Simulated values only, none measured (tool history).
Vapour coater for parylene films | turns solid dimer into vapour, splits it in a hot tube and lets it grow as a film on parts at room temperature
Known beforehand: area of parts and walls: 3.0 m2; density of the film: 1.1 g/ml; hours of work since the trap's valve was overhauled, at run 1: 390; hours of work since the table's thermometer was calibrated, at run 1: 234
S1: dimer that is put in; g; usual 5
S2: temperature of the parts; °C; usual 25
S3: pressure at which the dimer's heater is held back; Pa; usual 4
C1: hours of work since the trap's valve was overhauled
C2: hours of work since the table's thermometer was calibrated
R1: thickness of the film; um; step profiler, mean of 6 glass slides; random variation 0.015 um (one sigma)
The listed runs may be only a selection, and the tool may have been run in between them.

run   hour  S1  S2     S3   C1   C2    R1
  1      0   5  25      4  390  234  0.81
  2     18   5  25      4  406  250  0.77
  3   37.3   5  25      4  423  267   0.8
      48.9  -- trap's valve overhauled
  4   50.9   5  23      4    2  275  0.96
  5   68.1   5  25      4   17  290   0.9
  6   90.1   5  25      4   36  310  0.93
  7  105.3   5  25      4   50  323   0.9
  8  126.3   5  25      4   68  342   0.9
  9  146.3   5  25      4   86  359  0.88
 10  161.7   5  25      4  100  373  0.87
 11  181.6   6  25      4  117  391  1.04
 12  193.9   6  25      4  128  402  1.06
 13  213.6   5  25      4  146  419  0.85
 14  228.9   5  25      4  159  432  0.85
 15  251.6   5  25      4  179  453  0.87
 16  273.8   5  25      4  199  472  0.85
 17  292.3   5  25      4  215  489  0.84
       295  -- table's thermometer calibrated
 18  307.1   5  25      4  227   11  0.86
 19  326.8   2  23    3.8  245   28  0.35
 20  343.7   9  19    3.8  260   43  1.73
 21  354.3   8  21   4.28  269   52  1.44
 22  373.9   8  17  10.71  286   70  1.31
 23  396.7   9  25  11.28  307   90  1.22
 24  407.5   4  25  11.28  316   99  0.54
 25  429.9   4  25  11.28  336  119  0.53
     433.8  -- table's thermometer calibrated, once more
 26  440.3   2  27   8.45  344    6  0.27
 27  455.8   5  19    3.4  358   19  0.96
 28  465.6   6  25   5.49  367   28  0.91
 29  477.8   3  25   2.56  377   39  0.53
 30  488.8   5  18    2.3  387   49  1.07
 31  501.1   5  32      4  398   59  0.67
 32  517.4   2  24   3.05  413   74  0.34
 33  527.5   7  32      4  421   83  0.94
     541.3  -- trap's valve overhauled
 34  551.2   4  25    8.3    9  100  0.64
 35  561.7   3  19   2.97   18  110  0.65

Some steps in R1 between neighbouring runs. How much of each would the tool show without its hidden state too (settings, what came in, random variation), and how much is left for the hidden state, with any gauge scatter that isn't in both results?
The tool's hidden condition here consists of: vapour lost through the trap's worn valve, %; true temperature of the parts over the reading, C; drift of the gauge itself on film_um, %.
Run 3 -> 4: S2 25 -> 23, trap's valve overhauled. R1 +0.16 um: hidden state +0.12, all else +0.04.
Run 19 -> 20: S1 2 -> 9, S2 23 -> 19. R1 +1.38 um: hidden state -0.13, all else +1.51.
Run 23 -> 24: S1 9 -> 4. R1 -0.68 um: hidden state +0.07, all else -0.75.
Run 26 -> 27: S1 2 -> 5, S2 27 -> 19, S3 8.45 -> 3.4. R1 +0.69 um: hidden state -0.09, all else +0.78.
Run 33 -> 34: S1 7 -> 4, S2 32 -> 25, S3 4 -> 8.3, trap's valve overhauled. R1 -0.3 um: hidden state +0.13, all else -0.43.

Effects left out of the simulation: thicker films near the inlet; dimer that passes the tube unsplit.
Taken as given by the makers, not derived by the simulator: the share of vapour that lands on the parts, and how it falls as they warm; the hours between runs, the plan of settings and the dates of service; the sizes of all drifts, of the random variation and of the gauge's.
